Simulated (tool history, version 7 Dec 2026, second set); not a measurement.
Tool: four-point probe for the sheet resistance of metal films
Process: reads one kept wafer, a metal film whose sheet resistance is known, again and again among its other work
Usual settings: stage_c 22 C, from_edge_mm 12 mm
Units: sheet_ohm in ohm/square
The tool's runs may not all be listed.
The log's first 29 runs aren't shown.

run,hour,stage_c,from_edge_mm,touches since the probe head was changed,hours of work since the stage's thermometer was calibrated,sheet_ohm
30,326.7,25,5,8634,599,1.788610
31,336.0,25,5,8798,603,1.788440
32,350.6,22,3,9057,609,1.888074
33,366.2,22,3,9333,615,1.887888
34,379.9,35,16,9576,621,1.717947
35,391.7,19,3,9785,626,1.893198
36,403.2,20,3,9990,630,1.891399
37,418.3,20,3,10257,636,1.891217
38,433.1,22,47,10519,642,1.736391
39,447.2,22,15,10768,648,1.742194
40,454.2,22,15,10893,651,1.741905
41,464.2,22,15,11070,655,1.742271
42,478.2,22,15,11318,661,1.742567
43,486.4,31,12,11464,664,1.728748
44,496.9,33,12,11650,668,1.725095
45,508.7,25,10,11858,673,1.744423
46,523.8,19,38,12126,679,1.742341

3 ways to go on from here, each from the tool as it stands after run 46. What would each give?
A,533.1,30,40,12290,683,?
B,533.1,29,54,12290,683,?
C,533.1,25,33,12290,683,?

run,sheet_ohm
A,1.721229
B,1.722122
C,1.730702
Without the tool's hidden state the same runs would have given:
run,sheet_ohm
A,1.729983
B,1.730883
C,1.739512
